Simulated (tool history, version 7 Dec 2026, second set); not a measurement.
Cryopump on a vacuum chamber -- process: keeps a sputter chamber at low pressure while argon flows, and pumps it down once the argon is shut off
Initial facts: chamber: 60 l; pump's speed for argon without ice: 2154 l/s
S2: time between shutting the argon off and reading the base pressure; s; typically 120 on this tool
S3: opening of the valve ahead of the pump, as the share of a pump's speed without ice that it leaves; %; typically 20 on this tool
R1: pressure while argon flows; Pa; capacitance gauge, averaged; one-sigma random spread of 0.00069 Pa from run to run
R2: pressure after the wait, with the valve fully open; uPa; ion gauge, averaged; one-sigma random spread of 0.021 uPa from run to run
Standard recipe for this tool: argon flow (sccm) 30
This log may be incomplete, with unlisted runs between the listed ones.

run 1 hour=0.0 | argon_flow_(sccm)=30 S2=120 S3=20 | R1=0.1176 R2=2.29
run 2 hour=11.8 | argon_flow_(sccm)=30 S2=120 S3=20 | R1=0.1176 R2=2.38
run 3 hour=25.8 | argon_flow_(sccm)=30 S2=120 S3=20 | R1=0.1187 R2=2.30
run 4 hour=40.3 | argon_flow_(sccm)=30 S2=120 S3=20 | R1=0.1190 R2=2.31
run 5 hour=51.9 | argon_flow_(sccm)=30 S2=30 S3=20 | R1=0.1192 R2=3.39
run 6 hour=64.5 | argon_flow_(sccm)=30 S2=30 S3=20 | R1=0.1187 R2=3.47
run 7 hour=78.5 | argon_flow_(sccm)=51 S2=120 S3=20 | R1=0.2022 R2=2.50
-- hour=92.5 leaking fittings of the chamber tightened, without venting
run 8 hour=95.0 | argon_flow_(sccm)=51 S2=120 S3=20 | R1=0.2029 R2=0.51
run 9 hour=106.9 | argon_flow_(sccm)=51 S2=120 S3=20 | R1=0.2039 R2=0.55
run 10 hour=118.5 | argon_flow_(sccm)=16 S2=120 S3=20 | R1=0.0647 R2=0.53
run 11 hour=128.2 | argon_flow_(sccm)=55 S2=120 S3=20 | R1=0.2187 R2=0.56
run 12 hour=141.1 | argon_flow_(sccm)=55 S2=120 S3=20 | R1=0.2195 R2=0.60
run 13 hour=155.6 | argon_flow_(sccm)=30 S2=120 S3=20 | R1=0.1190 R2=0.59
run 14 hour=162.5 | argon_flow_(sccm)=30 S2=89 S3=20 | R1=0.1205 R2=0.68
run 15 hour=172.4 | argon_flow_(sccm)=30 S2=120 S3=19 | R1=0.1271 R2=0.64
run 16 hour=186.1 | argon_flow_(sccm)=30 S2=120 S3=19 | R1=0.1266 R2=0.62
run 17 hour=198.3 | argon_flow_(sccm)=30 S2=120 S3=20 | R1=0.1205 R2=0.66
run 18 hour=210.6 | argon_flow_(sccm)=56 S2=192 S3=34 | R1=0.1349 R2=0.57
run 19 hour=224.9 | argon_flow_(sccm)=15 S2=192 S3=38 | R1=0.0324 R2=0.58
run 20 hour=235.8 | argon_flow_(sccm)=30 S2=27 S3=19 | R1=0.1264 R2=1.86
run 21 hour=245.3 | argon_flow_(sccm)=30 S2=27 S3=19 | R1=0.1265 R2=1.90
run 22 hour=256.0 | argon_flow_(sccm)=18 S2=35 S3=47 | R1=0.0317 R2=1.49
run 23 hour=262.5 | argon_flow_(sccm)=16 S2=224 S3=38 | R1=0.0350 R2=0.59
run 24 hour=271.8 | argon_flow_(sccm)=16 S2=224 S3=38 | R1=0.0353 R2=0.59
run 25 hour=283.4 | argon_flow_(sccm)=26 S2=63 S3=20 | R1=0.1061 R2=1.14
run 26 hour=293.6 | argon_flow_(sccm)=57 S2=77 S3=20 | R1=0.2294 R2=0.98
run 27 hour=307.0 | argon_flow_(sccm)=49 S2=270 S3=19 | R1=0.2097 R2=0.64
run 28 hour=315.3 | argon_flow_(sccm)=29 S2=120 S3=26 | R1=0.0913 R2=0.85

For run 29, what comes out?
run 29 hour=325.1 | argon_flow_(sccm)=51 S2=120 S3=36 | R1=? R2=?

{"run 29": {"R1": 0.1176, "R2": 0.9}}
The same run, on a tool lacking any hidden state, would have yielded R1 0.1107 Pa, R2 0.51 uPa.

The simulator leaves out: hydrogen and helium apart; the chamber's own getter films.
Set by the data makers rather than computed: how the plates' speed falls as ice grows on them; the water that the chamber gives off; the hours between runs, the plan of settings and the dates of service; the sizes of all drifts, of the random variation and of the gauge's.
